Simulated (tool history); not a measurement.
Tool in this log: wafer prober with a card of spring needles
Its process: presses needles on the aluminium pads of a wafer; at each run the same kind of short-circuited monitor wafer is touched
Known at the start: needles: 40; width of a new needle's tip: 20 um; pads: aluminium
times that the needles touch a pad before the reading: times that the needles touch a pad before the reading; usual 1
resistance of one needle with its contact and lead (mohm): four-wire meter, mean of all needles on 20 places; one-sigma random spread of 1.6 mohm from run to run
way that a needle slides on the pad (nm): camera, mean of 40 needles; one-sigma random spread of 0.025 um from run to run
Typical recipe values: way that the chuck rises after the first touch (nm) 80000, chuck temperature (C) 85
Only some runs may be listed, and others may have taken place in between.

run,hour,way that the chuck rises after the first touch (nm),chuck temperature (C),times that the needles touch a pad before the reading,resistance of one needle with its contact and lead (mohm),way that a needle slides on the pad (nm)
1,0,80000,85,1,262,14220
# hour 5.7: tips cleaned on abrasive film
# hour 32.7: tips cleaned on abrasive film
# hour 55.1: tips cleaned on abrasive film
# hour 80.1: tips cleaned on abrasive film
2,89.3,80000,45,1,234,14170
# hour 106.1: tips cleaned on abrasive film
# hour 128.6: tips cleaned on abrasive film
3,144.6,80000,45,1,250,14050
# hour 154.3: tips cleaned on abrasive film
# hour 182.2: tips cleaned on abrasive film
# hour 207.5: tips cleaned on abrasive film
4,207.5,80000,45,1,163,14030
# hour 234.9: tips cleaned on abrasive film
# hour 261.1: tips cleaned on abrasive film
# hour 287.2: tips cleaned on abrasive film
5,293.8,80000,45,1,211,14000
# hour 309.9: tips cleaned on abrasive film
# hour 335.6: tips cleaned on abrasive film
6,349.9,80000,45,1,252,13940
# hour 360.8: tips cleaned on abrasive film
# hour 385.6: tips cleaned on abrasive film
7,400.3,80000,45,1,261,13970
# hour 411.5: tips cleaned on abrasive film
# hour 435.7: tips cleaned on abrasive film
# hour 463.7: tips cleaned on abrasive film
8,477.1,80000,45,1,253,13820
# hour 487.7: tips cleaned on abrasive film
# hour 512.4: tips cleaned on abrasive film
# hour 538.8: tips cleaned on abrasive film
9,545.5,80000,85,1,219,13830
# hour 565.7: tips cleaned on abrasive film
# hour 590.6: tips cleaned on abrasive film
10,592.2,80000,58,1,177,13750
# hour 611.8: height of the first contact set anew
# hour 617.5: tips cleaned on abrasive film
11,632,80000,85,1,257,14190
# hour 642: tips cleaned on abrasive film
# hour 669: tips cleaned on abrasive film
# hour 696.2: tips cleaned on abrasive film
12,709.3,80000,85,1,255,14130
# hour 718.9: tips cleaned on abrasive film
# hour 745.4: tips cleaned on abrasive film
13,747.7,80000,85,1,191,14130
# hour 769.5: tips cleaned on abrasive film
# hour 796: tips cleaned on abrasive film
14,798.5,80000,85,1,192,14050
# hour 820.1: tips cleaned on abrasive film
# hour 846.9: tips cleaned on abrasive film
# hour 869.3: tips cleaned on abrasive film
15,890.4,91000,85,1,241,15930
# hour 896: tips cleaned on abrasive film
# hour 918.4: tips cleaned on abrasive film
# hour 944.2: tips cleaned on abrasive film
16,966.2,91000,85,1,253,15900
# hour 971.9: tips cleaned on abrasive film
# hour 998.5: tips cleaned on abrasive film
# hour 1025.3: tips cleaned on abrasive film
17,1025.9,80000,47,2,158,13910
# hour 1048.2: tips cleaned on abrasive film
18,1069.1,96000,35,2,196,16710
# hour 1073.3: tips cleaned on abrasive film
# hour 1098.2: tips cleaned on abrasive film
# hour 1122.6: tips cleaned on abrasive film
19,1122.6,96000,35,2,146,16680
# hour 1148.2: tips cleaned on abrasive film
20,1161.8,99000,74,1,220,17220
# hour 1172.2: tips cleaned on abrasive film
# hour 1194.5: tips cleaned on abrasive film
# hour 1220.4: tips cleaned on abrasive film
# hour 1225.7: height of the first contact set anew
21,1234.1,99000,74,1,218,17600
# hour 1245.3: tips cleaned on abrasive film
# hour 1270.9: tips cleaned on abrasive film
# hour 1295.2: tips cleaned on abrasive film
22,1295.2,72000,34,1,161,12700
# hour 1319.7: tips cleaned on abrasive film
23,1337.5,61000,53,2,268,10760
# hour 1342.7: tips cleaned on abrasive film
# hour 1367.8: tips cleaned on abrasive film
24,1386.1,61000,53,2,274,10730
# hour 1391.7: tips cleaned on abrasive film
# hour 1418.9: tips cleaned on abrasive film
25,1425.3,61000,53,2,229,10640
# hour 1442: tips cleaned on abrasive film
# hour 1468.3: tips cleaned on abrasive film
# hour 1490.7: tips cleaned on abrasive film
26,1512.2,80000,85,1,278,13990
# hour 1516.1: tips cleaned on abrasive film
# hour 1542.6: tips cleaned on abrasive film
# hour 1569.9: tips cleaned on abrasive film
27,1590.4,91000,31,1,254,15900
# hour 1594.5: tips cleaned on abrasive film
# hour 1620.3: tips cleaned on abrasive film
# hour 1644.4: tips cleaned on abrasive film
28,1644.4,91000,62,1,158,15770

Each row is a separate what-if for the run after 28, all from the same tool condition, not one after another. Results?
# hour 1669.5: tips cleaned on abrasive film
# hour 1695.8: tips cleaned on abrasive film
# hour 1722.1: tips cleaned on abrasive film
A,1737.5,91000,96,2,?,?
# hour 1669.5: tips cleaned on abrasive film
# hour 1695.8: tips cleaned on abrasive film
# hour 1722.1: tips cleaned on abrasive film
B,1737.5,74000,118,1,?,?
# hour 1669.5: tips cleaned on abrasive film
# hour 1695.8: tips cleaned on abrasive film
# hour 1722.1: tips cleaned on abrasive film
C,1737.5,78000,29,1,?,?

run,resistance of one needle with its contact and lead (mohm),way that a needle slides on the pad (nm)
A,208,15770
B,297,12760
C,285,13460
The same runs, with their run-to-run variation unchanged, on a tool lacking any hidden condition would have given:
run,resistance of one needle with its contact and lead (mohm),way that a needle slides on the pad (nm)
A,148,16170
B,157,13160
C,140,13870

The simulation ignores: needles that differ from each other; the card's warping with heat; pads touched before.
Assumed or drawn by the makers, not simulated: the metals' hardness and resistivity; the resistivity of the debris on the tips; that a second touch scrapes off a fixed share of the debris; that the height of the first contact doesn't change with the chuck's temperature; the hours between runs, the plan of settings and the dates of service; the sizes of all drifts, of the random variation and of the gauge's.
